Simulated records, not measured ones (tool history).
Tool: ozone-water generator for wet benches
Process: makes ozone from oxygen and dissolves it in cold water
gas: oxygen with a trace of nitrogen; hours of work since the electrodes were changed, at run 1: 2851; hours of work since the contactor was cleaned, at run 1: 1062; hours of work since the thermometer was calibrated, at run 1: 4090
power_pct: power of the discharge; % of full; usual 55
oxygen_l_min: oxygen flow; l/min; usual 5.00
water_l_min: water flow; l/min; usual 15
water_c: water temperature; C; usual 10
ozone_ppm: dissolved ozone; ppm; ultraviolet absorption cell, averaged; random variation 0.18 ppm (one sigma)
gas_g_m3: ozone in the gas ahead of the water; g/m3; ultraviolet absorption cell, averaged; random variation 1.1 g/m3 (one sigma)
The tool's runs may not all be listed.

run	hour	power_pct	oxygen_l_min	water_l_min	water_c	hours of work since the electrodes were changed	hours of work since the contactor was cleaned	hours of work since the thermometer was calibrated	ozone_ppm	gas_g_m3
1	0.0	55	5.00	15	10	2851	1062	4090	25.7	193.7
# hour 8.9: water thermometer calibrated
2	60.9	55	5.00	15	10	2906	1117	47	25.9	193.1
3	122.7	55	5.00	15	10	2962	1173	103	25.8	193.3
4	163.4	55	5.00	15	10	2999	1210	140	26.3	192.6
5	211.8	55	5.00	15	10	3043	1254	184	25.7	189.5
6	278.9	55	5.00	15	10	3104	1315	245	25.5	189.6
7	357.7	55	5.00	15	10	3176	1386	317	25.5	191.2
8	408.5	55	5.00	23	10	3222	1432	363	17.2	191.1
9	459.9	55	5.00	23	10	3268	1479	409	17.1	191.2
10	522.4	68	5.00	15	10	3325	1535	466	29.2	219.0
11	594.8	55	8.21	15	10	3391	1601	532	27.0	157.3
12	687.5	42	8.21	15	10	3475	1685	616	23.0	133.8
13	771.5	42	8.21	15	15	3551	1762	692	20.9	133.8
14	822.1	42	8.21	15	15	3597	1808	738	20.7	134.6
15	885.6	42	8.21	15	15	3655	1865	796	20.8	134.6
16	933.3	42	8.21	15	15	3698	1909	839	20.9	134.0
17	1001.7	55	5.00	15	10	3760	1971	901	25.8	190.6
18	1043.5	55	3.05	9	10	3798	2009	939	36.5	233.7
19	1128.2	55	3.05	9	10	3875	2085	1016	36.6	236.4
20	1170.7	55	3.05	9	10	3914	2124	1055	36.4	235.4
21	1230.9	55	3.05	9	10	3968	2179	1109	36.4	230.7
22	1277.3	45	3.06	9	18	4011	2221	1151	28.4	205.2
23	1369.7	45	3.06	9	18	4094	2305	1235	28.8	205.4

The next listed run, before its measurement:
24	1447.2	66	2.95	9	18	4165	2375	1306	?	?

{"run 24": {"ozone_ppm": 36.0, "gas_g_m3": 263.7}}
Without the tool's hidden state the same run would have given ozone_ppm 36.1 ppm, gas_g_m3 264.2 g/m3.
